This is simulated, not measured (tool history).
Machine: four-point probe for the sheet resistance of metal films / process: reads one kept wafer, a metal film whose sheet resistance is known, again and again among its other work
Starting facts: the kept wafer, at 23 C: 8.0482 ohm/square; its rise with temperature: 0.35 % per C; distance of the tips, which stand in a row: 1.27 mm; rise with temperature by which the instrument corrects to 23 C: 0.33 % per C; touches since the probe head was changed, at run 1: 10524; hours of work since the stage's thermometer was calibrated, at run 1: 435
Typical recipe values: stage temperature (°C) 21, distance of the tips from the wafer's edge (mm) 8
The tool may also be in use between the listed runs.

| run | hour | stage temperature (°C) | distance of the tips from the wafer's edge (mm) | touches since the probe head was changed | hours of work since the stage's thermometer was calibrated | sheet resistance as the instrument gives it (ohm/square) |
|---|---|---|---|---|---|---|
| 1 | 0.0 | 21 | 8 | 10524 | 435 | 8.151620 |
| 2 | 15.2 | 21 | 8 | 11402 | 445 | 8.151956 |
| 3 | 23.5 | 26 | 8 | 11877 | 450 | 8.162110 |
| 4 | 38.2 | 26 | 8 | 12729 | 459 | 8.162325 |
| 5 | 58.4 | 26 | 8 | 13891 | 472 | 8.162685 |
| 6 | 67.4 | 21 | 51 | 14410 | 478 | 8.046110 |
| 7 | 81.5 | 21 | 63 | 15221 | 487 | 8.046219 |
| 8 | 95.0 | 21 | 63 | 15999 | 496 | 8.044151 |
| 9 | 108.3 | 29 | 63 | 16771 | 505 | 8.062697 |
| 10 | 127.5 | 28 | 63 | 17876 | 517 | 8.056634 |
| 11 | 140.4 | 28 | 63 | 18619 | 525 | 8.059757 |
| 12 | 157.9 | 21 | 8 | 19631 | 537 | 8.152681 |
| 13 | 169.2 | 21 | 18 | 20278 | 544 | 8.065501 |
| 14 | 188.5 | 21 | 8 | 21394 | 556 | 8.149713 |
| 15 | 206.2 | 18 | 8 | 22414 | 568 | 8.146164 |
| 16 | 215.7 | 18 | 8 | 22962 | 574 | 8.147338 |
| 17 | 225.3 | 18 | 8 | 23512 | 580 | 8.143766 |
| 18 | 242.7 | 21 | 25 | 24515 | 591 | 8.056746 |
| 19 | 251.8 | 21 | 4 | 25041 | 597 | 8.453054 |
| 20 | 261.6 | 23 | 51 | 25609 | 603 | 8.049671 |
| 21 | 277.5 | 23 | 40 | 26527 | 614 | 8.049743 |
| 22 | 297.6 | 33 | 6 | 27681 | 627 | 8.258652 |
| 23 | 308.8 | 32 | 17 | 28332 | 634 | 8.086891 |
| 24 | 317.5 | 32 | 17 | 28831 | 639 | 8.088936 |
| 25 | 329.7 | 28 | 22 | 29537 | 647 | 8.069607 |
| 26 | 347.0 | 23 | 58 | 30530 | 658 | 8.050685 |
| 27 | 360.8 | 23 | 58 | 31330 | 667 | 8.048654 |
| 28 | 379.1 | 23 | 58 | 32382 | 679 | 8.050358 |
| 29 | 387.3 | 25 | 41 | 32857 | 684 | 8.055679 |
| 30 | 398.9 | 34 | 46 | 33522 | 692 | 8.070005 |
| 31 | 418.4 | 30 | 3 | 34647 | 704 | 8.763324 |
| 32 | 428.8 | 24 | 5 | 35247 | 711 | 8.318872 |
| 33 | 442.9 | 34 | 9 | 36062 | 720 | 8.152753 |
| 34 | 452.4 | 34 | 9 | 36612 | 726 | 8.153055 |
| 35 | 471.1 | 23 | 7 | 37685 | 738 | 8.183565 |
| 36 | 486.9 | 26 | 8 | 38597 | 748 | 8.162883 |

5 options for the next run, each taken on its own from the tool as it stands now. Forecast them:
| A | 500.8 | 26 | 11 | 39399 | 757 | ? |
| B | 500.8 | 27 | 49 | 39399 | 757 | ? |
| C | 500.8 | 29 | 8 | 39399 | 757 | ? |
| D | 500.8 | 22 | 38 | 39399 | 757 | ? |
| E | 500.8 | 29 | 19 | 39399 | 757 | ? |

| run | sheet resistance as the instrument gives it (ohm/square) |
|---|---|
| A | 8.109909 |
| B | 8.055898 |
| C | 8.166605 |
| D | 8.048991 |
| E | 8.079730 |
Had the tool no hidden state, the same runs would have come out as:
| run | sheet resistance as the instrument gives it (ohm/square) |
|---|---|
| A | 8.110847 |
| B | 8.056831 |
| C | 8.167549 |
| D | 8.049922 |
| E | 8.080666 |

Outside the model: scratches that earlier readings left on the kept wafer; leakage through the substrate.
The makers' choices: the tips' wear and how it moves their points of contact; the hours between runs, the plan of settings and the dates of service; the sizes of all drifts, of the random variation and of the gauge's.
